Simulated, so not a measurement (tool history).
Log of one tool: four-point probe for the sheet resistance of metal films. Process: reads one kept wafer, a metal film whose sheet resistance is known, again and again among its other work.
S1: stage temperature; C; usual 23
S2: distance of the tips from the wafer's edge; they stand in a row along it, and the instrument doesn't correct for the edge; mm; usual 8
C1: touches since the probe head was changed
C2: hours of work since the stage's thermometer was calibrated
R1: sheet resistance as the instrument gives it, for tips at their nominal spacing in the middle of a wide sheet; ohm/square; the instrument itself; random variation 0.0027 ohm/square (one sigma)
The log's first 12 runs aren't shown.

| run | day | S1 | S2 | C1 | C2 | R1 |
|---|---|---|---|---|---|---|
| 13 | 6.5 | 23 | 36 | 8469 | 388 | 13.694638 |
| 14 | 7.167 | 23 | 7 | 8934 | 401 | 13.739232 |
| 15 | 7.608 | 33 | 8 | 9244 | 409 | 13.676844 |
| 16 | 8.096 | 23 | 8 | 9583 | 419 | 13.720216 |
| 17 | 8.75 | 29 | 8 | 10040 | 431 | 13.695291 |
| 18 | 9.146 | 29 | 8 | 10316 | 438 | 13.689765 |
| 19 | 9.712 | 22 | 6 | 10712 | 449 | 13.748982 |
| 20 | 10.075 | 33 | 12 | 10963 | 456 | 13.661311 |
| 21 | 10.667 | 20 | 5 | 11377 | 467 | 13.787663 |
| 22 | 11.242 | 20 | 5 | 11779 | 478 | 13.780715 |
| 23 | 11.55 | 29 | 3 | 11995 | 484 | 13.87121 |
| 24 | 11.933 | 29 | 63 | 12262 | 491 | 13.666247 |
| 25 | 12.521 | 29 | 63 | 12672 | 502 | 13.667139 |
| 26 | 13.196 | 22 | 4 | 13144 | 515 | 13.818712 |
| 27 | 13.588 | 33 | 14 | 13415 | 522 | 13.65955 |
| 28 | 13.988 | 29 | 39 | 13695 | 530 | 13.663577 |
| 29 | 14.304 | 24 | 9 | 13917 | 536 | 13.711026 |
| 30 | 14.708 | 24 | 9 | 14198 | 543 | 13.70834 |
| 31 | 15.188 | 24 | 9 | 14532 | 552 | 13.713576 |

Forecast each of these 5 alternatives for the next run:
| A | 15.788 | 24 | 22 | 14952 | 564 | ? |
| B | 15.788 | 21 | 4 | 14952 | 564 | ? |
| C | 15.788 | 20 | 32 | 14952 | 564 | ? |
| D | 15.788 | 26 | 9 | 14952 | 564 | ? |
| E | 15.788 | 19 | 6 | 14952 | 564 | ? |

| run | R1 |
|---|---|
| A | 13.692013 |
| B | 13.823176 |
| C | 13.716677 |
| D | 13.70562 |
| E | 13.767756 |
Without the tool's hidden state the same runs would have given:
| run | R1 |
|---|---|
| A | 13.690809 |
| B | 13.821961 |
| C | 13.71547 |
| D | 13.704414 |
| E | 13.766546 |

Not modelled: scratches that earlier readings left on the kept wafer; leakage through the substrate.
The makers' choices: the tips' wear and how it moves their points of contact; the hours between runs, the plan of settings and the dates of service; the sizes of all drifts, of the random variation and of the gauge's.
